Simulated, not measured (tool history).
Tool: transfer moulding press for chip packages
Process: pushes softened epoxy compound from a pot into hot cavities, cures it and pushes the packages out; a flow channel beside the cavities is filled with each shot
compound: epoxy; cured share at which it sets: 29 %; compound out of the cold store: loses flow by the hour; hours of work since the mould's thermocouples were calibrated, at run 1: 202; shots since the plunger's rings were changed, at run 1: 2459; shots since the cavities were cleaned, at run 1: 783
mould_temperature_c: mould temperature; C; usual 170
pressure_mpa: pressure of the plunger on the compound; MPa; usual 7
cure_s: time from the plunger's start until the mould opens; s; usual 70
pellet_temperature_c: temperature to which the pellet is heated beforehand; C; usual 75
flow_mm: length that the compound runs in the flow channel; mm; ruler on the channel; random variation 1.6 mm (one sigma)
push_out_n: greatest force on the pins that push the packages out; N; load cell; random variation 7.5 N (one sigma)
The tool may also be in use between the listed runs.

run,day,mould_temperature_c,pressure_mpa,cure_s,pellet_temperature_c,hours of work since the mould's thermocouples were calibrated,shots since the plunger's rings were changed,shots since the cavities were cleaned,incoming compound's hours out of the cold store,flow_mm,push_out_n
1,0,170,7,70,75,202,2459,783,17.9,908,600
# day 1.154: cavities cleaned with cleaning compound and waxed
2,2.8,170,8.09,70,75,242,3315,515,18.1,966,547
# day 3.35: plunger's sealing rings changed
# day 4.912: cavities cleaned with cleaning compound and waxed
3,5.5,170,8.09,70,75,278,653,183,44.3,877,406
4,7.979,170,8.09,70,75,314,1428,958,47.6,855,585
# day 8.7: cavities cleaned with cleaning compound and waxed
5,9.492,170,7,70,75,334,1882,248,18.5,909,470
6,10.958,170,7,70,75,355,2341,707,35.4,837,548
# day 12.508: cavities cleaned with cleaning compound and waxed
7,13.275,170,6.33,70,67,388,3046,241,40.3,774,455
# day 14.721: plunger's sealing rings changed
8,15.725,170,7.45,67,75,421,313,973,43.6,847,656
# day 16.262: cavities cleaned with cleaning compound and waxed
9,17.825,170,7.45,67,75,451,952,489,38.5,860,593
10,18.983,170,7.45,67,75,467,1313,850,24.2,918,695

5 ways to go on from here, each from the tool as it stands after run 10. What would each give?
# day 20.096: cavities cleaned with cleaning compound and waxed
A,20.9,170,6.46,70,75,494,1893,251,28.4,?,?
# day 20.096: cavities cleaned with cleaning compound and waxed
B,20.9,170,7.45,67,79,494,1893,251,22.4,?,?
# day 20.096: cavities cleaned with cleaning compound and waxed
C,20.9,177,7.58,67,68,494,1893,251,37.3,?,?
# day 20.096: cavities cleaned with cleaning compound and waxed
D,20.9,170,7.32,63,75,494,1893,251,21.7,?,?
# day 20.096: cavities cleaned with cleaning compound and waxed
E,20.9,164,7.45,67,79,494,1893,251,43,?,?

run,flow_mm,push_out_n
A,838,442
B,924,525
C,850,334
D,921,620
E,854,703
Without the tool's hidden state the same runs would have given:
run,flow_mm,push_out_n
A,852,297
B,939,354
C,865,231
D,936,420
E,867,481
